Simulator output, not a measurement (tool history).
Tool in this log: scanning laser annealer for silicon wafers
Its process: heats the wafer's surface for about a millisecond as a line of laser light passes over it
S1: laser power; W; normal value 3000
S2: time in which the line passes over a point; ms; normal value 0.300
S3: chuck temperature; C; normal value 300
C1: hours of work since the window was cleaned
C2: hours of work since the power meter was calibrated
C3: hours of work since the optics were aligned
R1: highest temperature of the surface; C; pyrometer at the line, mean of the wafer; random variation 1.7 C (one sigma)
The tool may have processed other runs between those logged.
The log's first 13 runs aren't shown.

| run | hour | S1 | S2 | S3 | C1 | C2 | C3 | R1 |
|---|---|---|---|---|---|---|---|---|
| 14 | 191.3 | 2663 | 0.300 | 300 | 186 | 780 | 536 | 1051 |
| 15 | 210.3 | 2663 | 0.300 | 300 | 201 | 795 | 551 | 1049 |
| 16 | 224.8 | 2663 | 0.300 | 300 | 213 | 807 | 563 | 1052 |
| 17 | 233.3 | 3000 | 0.300 | 300 | 219 | 813 | 569 | 1149 |
| 18 | 252.2 | 3000 | 0.300 | 300 | 234 | 828 | 584 | 1150 |
| 19 | 267.7 | 3277 | 0.300 | 300 | 246 | 840 | 596 | 1228 |
| 20 | 287.2 | 2878 | 0.361 | 319 | 262 | 856 | 612 | 1201 |
| 21 | 299.4 | 2733 | 0.258 | 300 | 271 | 865 | 621 | 1023 |
| 22 | 309.0 | 2733 | 0.258 | 300 | 279 | 873 | 629 | 1021 |
| 23 | 327.6 | 2733 | 0.258 | 300 | 293 | 887 | 643 | 1021 |
| 24 | 340.8 | 2733 | 0.258 | 300 | 304 | 898 | 654 | 1023 |
| 25 | 351.9 | 2733 | 0.258 | 300 | 312 | 906 | 662 | 1025 |
| 26 | 362.9 | 2733 | 0.258 | 300 | 321 | 915 | 671 | 1022 |
| 27 | 373.1 | 2945 | 0.258 | 323 | 329 | 923 | 679 | 1102 |
| 28 | 390.6 | 3287 | 0.243 | 269 | 343 | 937 | 693 | 1118 |
| 29 | 402.0 | 3287 | 0.243 | 269 | 352 | 946 | 702 | 1121 |
| 30 | 416.8 | 3287 | 0.243 | 269 | 363 | 957 | 713 | 1119 |
| 31 | 433.4 | 3287 | 0.243 | 269 | 376 | 970 | 726 | 1118 |
| 32 | 443.6 | 3287 | 0.243 | 269 | 384 | 978 | 734 | 1119 |
| 33 | 462.6 | 2736 | 0.243 | 269 | 399 | 993 | 749 | 970 |
| 34 | 481.6 | 3237 | 0.293 | 279 | 414 | 1008 | 764 | 1186 |

Run 35 is up next; what results do you expect?
| 35 | 493.5 | 3237 | 0.293 | 279 | 424 | 1018 | 774 | ? |

{"run 35": {"R1": 1185}}
Minus the tool's unlogged condition, the same run would have read R1 1186 C.
